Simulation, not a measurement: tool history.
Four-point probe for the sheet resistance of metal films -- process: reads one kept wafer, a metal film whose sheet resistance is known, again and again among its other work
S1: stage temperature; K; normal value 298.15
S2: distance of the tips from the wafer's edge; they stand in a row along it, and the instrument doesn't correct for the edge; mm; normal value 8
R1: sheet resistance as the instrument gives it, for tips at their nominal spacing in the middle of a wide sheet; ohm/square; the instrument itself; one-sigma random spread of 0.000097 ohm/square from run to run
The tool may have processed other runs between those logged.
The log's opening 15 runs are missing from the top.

| run | hour | S1 | S2 | R1 |
|---|---|---|---|---|
| 16 | 1197.2 | 298.15 | 9 | 0.489307 |
| 17 | 1282.5 | 298.15 | 4 | 0.492568 |
| 18 | 1369.2 | 302.15 | 8 | 0.48866 |
| 19 | 1457.2 | 302.15 | 8 | 0.488591 |
| 20 | 1507 | 292.15 | 8 | 0.490627 |
| 21 | 1606.2 | 292.15 | 8 | 0.490842 |
| 22 | 1652.8 | 292.15 | 8 | 0.490786 |
| 23 | 1710.2 | 292.15 | 8 | 0.490951 |
| 24 | 1783.7 | 303.15 | 15 | 0.487734 |
| 25 | 1857 | 297.15 | 16 | 0.489031 |
|  | 1906.5 | stage's thermometer calibrated |
| 26 | 1918 | 304.15 | 11 | 0.488052 |
| 27 | 1972.8 | 301.15 | 21 | 0.488287 |
| 28 | 2071.8 | 308.15 | 18 | 0.486993 |

The next listed run, before its measurement:
| 29 | 2127.4 | 308.15 | 18 | ? |

R1: 0.486948 ohm/square
The same run, on a tool lacking any hidden state, would have yielded R1 0.483809 ohm/square.

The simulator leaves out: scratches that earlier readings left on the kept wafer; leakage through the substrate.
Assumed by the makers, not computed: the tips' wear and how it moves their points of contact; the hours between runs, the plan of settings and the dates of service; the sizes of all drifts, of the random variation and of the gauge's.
